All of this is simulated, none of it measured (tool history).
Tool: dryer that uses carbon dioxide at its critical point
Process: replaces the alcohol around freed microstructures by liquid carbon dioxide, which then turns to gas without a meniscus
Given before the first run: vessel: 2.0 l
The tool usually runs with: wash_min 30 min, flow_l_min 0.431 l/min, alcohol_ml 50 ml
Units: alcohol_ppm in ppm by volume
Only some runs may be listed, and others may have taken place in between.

{"run": 1, "hour": 0.0, "wash_min": 30, "flow_l_min": 0.431, "alcohol_ml": 50, "alcohol_ppm": 218}
{"run": 2, "hour": 7.5, "wash_min": 30, "flow_l_min": 0.431, "alcohol_ml": 50, "alcohol_ppm": 231}
{"run": 3, "hour": 13.6, "wash_min": 31, "flow_l_min": 0.431, "alcohol_ml": 50, "alcohol_ppm": 202}
{"run": 4, "hour": 27.5, "wash_min": 31, "flow_l_min": 0.431, "alcohol_ml": 75, "alcohol_ppm": 294}
{"run": 5, "hour": 36.6, "wash_min": 31, "flow_l_min": 0.431, "alcohol_ml": 75, "alcohol_ppm": 294}
{"run": 6, "hour": 42.9, "wash_min": 31, "flow_l_min": 0.431, "alcohol_ml": 75, "alcohol_ppm": 292}
{"run": 7, "hour": 56.0, "wash_min": 48, "flow_l_min": 0.431, "alcohol_ml": 91, "alcohol_ppm": 77}
{"run": 8, "hour": 70.2, "wash_min": 48, "flow_l_min": 0.431, "alcohol_ml": 91, "alcohol_ppm": 83}
{"run": 9, "hour": 81.4, "wash_min": 25, "flow_l_min": 0.555, "alcohol_ml": 50, "alcohol_ppm": 193}
{"run": 10, "hour": 90.2, "wash_min": 24, "flow_l_min": 0.363, "alcohol_ml": 47, "alcohol_ppm": 987}

Here are 3 independent what-if runs from the current tool condition. What would each one return?
{"run": "A", "hour": 101.4, "wash_min": 30, "flow_l_min": 0.376, "alcohol_ml": 50, "alcohol_ppm": "?"}
{"run": "B", "hour": 101.4, "wash_min": 24, "flow_l_min": 0.602, "alcohol_ml": 23, "alcohol_ppm": "?"}
{"run": "C", "hour": 101.4, "wash_min": 24, "flow_l_min": 0.363, "alcohol_ml": 26, "alcohol_ppm": "?"}

run=A alcohol_ppm=460
run=B alcohol_ppm=109
run=C alcohol_ppm=573
With the hidden condition removed and each run's random variation left untouched, the same runs would have given:
run=A alcohol_ppm=254
run=B alcohol_ppm=24
run=C alcohol_ppm=362
